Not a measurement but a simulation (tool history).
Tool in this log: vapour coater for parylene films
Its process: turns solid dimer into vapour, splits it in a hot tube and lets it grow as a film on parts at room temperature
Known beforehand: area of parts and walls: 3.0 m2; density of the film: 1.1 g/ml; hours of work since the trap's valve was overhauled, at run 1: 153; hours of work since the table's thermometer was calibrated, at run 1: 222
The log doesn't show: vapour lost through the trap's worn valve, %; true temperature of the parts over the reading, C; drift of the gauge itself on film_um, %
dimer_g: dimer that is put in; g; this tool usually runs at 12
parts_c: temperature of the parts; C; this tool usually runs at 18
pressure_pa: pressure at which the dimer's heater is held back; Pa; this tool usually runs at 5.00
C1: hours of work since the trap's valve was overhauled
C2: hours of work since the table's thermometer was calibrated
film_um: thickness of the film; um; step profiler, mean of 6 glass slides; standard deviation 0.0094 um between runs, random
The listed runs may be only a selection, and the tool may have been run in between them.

Run 1, hour 0.0: usual settings; C1 153; C2 222. Result: film_um 1.841 um.
Run 2, hour 15.6: usual settings; C1 161; C2 230. Result: film_um 1.822 um.
Run 3, hour 27.6: usual settings; C1 167; C2 236. Result: film_um 1.832 um.
Run 4, hour 43.7: usual settings but parts_c 14 C; C1 175; C2 244. Result: film_um 2.074 um.
Run 5, hour 55.8: usual settings but pressure_pa 5.79 Pa; C1 181; C2 250. Result: film_um 1.798 um.
Run 6, hour 72.1: usual settings but pressure_pa 5.79 Pa; C1 189; C2 258. Result: film_um 1.808 um.
Run 7, hour 87.7: usual settings but pressure_pa 5.79 Pa; C1 197; C2 266. Result: film_um 1.775 um.
Run 8, hour 95.2: usual settings but pressure_pa 5.79 Pa; C1 201; C2 270. Result: film_um 1.788 um.
Run 9, hour 104.3: usual settings but dimer_g 7 g; C1 205; C2 274. Result: film_um 1.053 um.
Run 10, hour 119.6: usual settings but pressure_pa 2.30 Pa; C1 213; C2 282. Result: film_um 1.873 um.
Run 11, hour 127.8: usual settings but parts_c 27 C, pressure_pa 2.30 Pa; C1 217; C2 286. Result: film_um 1.395 um.
Run 12, hour 140.7: usual settings but dimer_g 18 g; C1 224; C2 293. Result: film_um 2.697 um.
Run 13, hour 157.8: usual settings but dimer_g 18 g, parts_c 13 C; C1 232; C2 301. Result: film_um 3.152 um.
Run 14, hour 171.2: usual settings but dimer_g 16 g, parts_c 23 C; C1 239; C2 308. Result: film_um 2.031 um.
At hour 174.4: gauge calibrated.
Run 15, hour 186.1: usual settings but parts_c 19 C; C1 247; C2 316. Result: film_um 1.771 um.
Run 16, hour 197.5: usual settings but parts_c 11 C, pressure_pa 5.83 Pa; C1 252; C2 321. Result: film_um 2.272 um.
Run 17, hour 210.8: usual settings but parts_c 11 C, pressure_pa 5.83 Pa; C1 259; C2 328. Result: film_um 2.262 um.
Run 18, hour 224.5: usual settings but dimer_g 8 g, parts_c 14 C, pressure_pa 10.82 Pa; C1 266; C2 335. Result: film_um 1.314 um.
Run 19, hour 237.4: usual settings but dimer_g 14 g, pressure_pa 5.44 Pa; C1 272; C2 341. Result: film_um 2.100 um.
Run 20, hour 245.5: usual settings but parts_c 16 C, pressure_pa 2.52 Pa; C1 277; C2 345. Result: film_um 1.992 um.
Run 21, hour 259.7: usual settings but dimer_g 13 g, parts_c 10 C, pressure_pa 7.25 Pa; C1 284; C2 353. Result: film_um 2.468 um.
Run 22, hour 276.0: usual settings but dimer_g 13 g, parts_c 10 C, pressure_pa 7.25 Pa; C1 292; C2 361. Result: film_um 2.482 um.
Run 23, hour 285.3: usual settings but dimer_g 6 g, pressure_pa 5.53 Pa; C1 297; C2 366. Result: film_um 0.908 um.
Run 24, hour 299.6: usual settings but dimer_g 21 g, parts_c 27 C, pressure_pa 8.83 Pa; C1 304; C2 373. Result: film_um 2.288 um.
Run 25, hour 313.0: usual settings but dimer_g 21 g, parts_c 27 C, pressure_pa 8.83 Pa; C1 311; C2 379. Result: film_um 2.281 um.
Run 26, hour 321.7: usual settings but dimer_g 5 g, parts_c 11 C, pressure_pa 3.41 Pa; C1 315; C2 384. Result: film_um 0.955 um.

For some of the steps in film_um from one run to the next: how much would appear even if the tool had no hidden state, given the settings, what came in and random variation, and how much remains for the hidden state plus any gauge scatter that the measured result and the result without hidden state don't share?
Run 11 -> 12: dimer_g 12 -> 18, parts_c 27 -> 18, pressure_pa 2.30 -> 5.00. film_um +1.302 um: hidden state -0.034, all else +1.336.
Run 14 -> 15: dimer_g 16 -> 12, parts_c 23 -> 19, gauge calibrated. film_um -0.260 um: hidden state +0.053, all else -0.313.
Run 22 -> 23: dimer_g 13 -> 6, parts_c 10 -> 18, pressure_pa 7.25 -> 5.53. film_um -1.574 um: hidden state +0.026, all else -1.600.
Run 23 -> 24: dimer_g 6 -> 21, parts_c 18 -> 27, pressure_pa 5.53 -> 8.83. film_um +1.380 um: hidden state -0.032, all else +1.412.
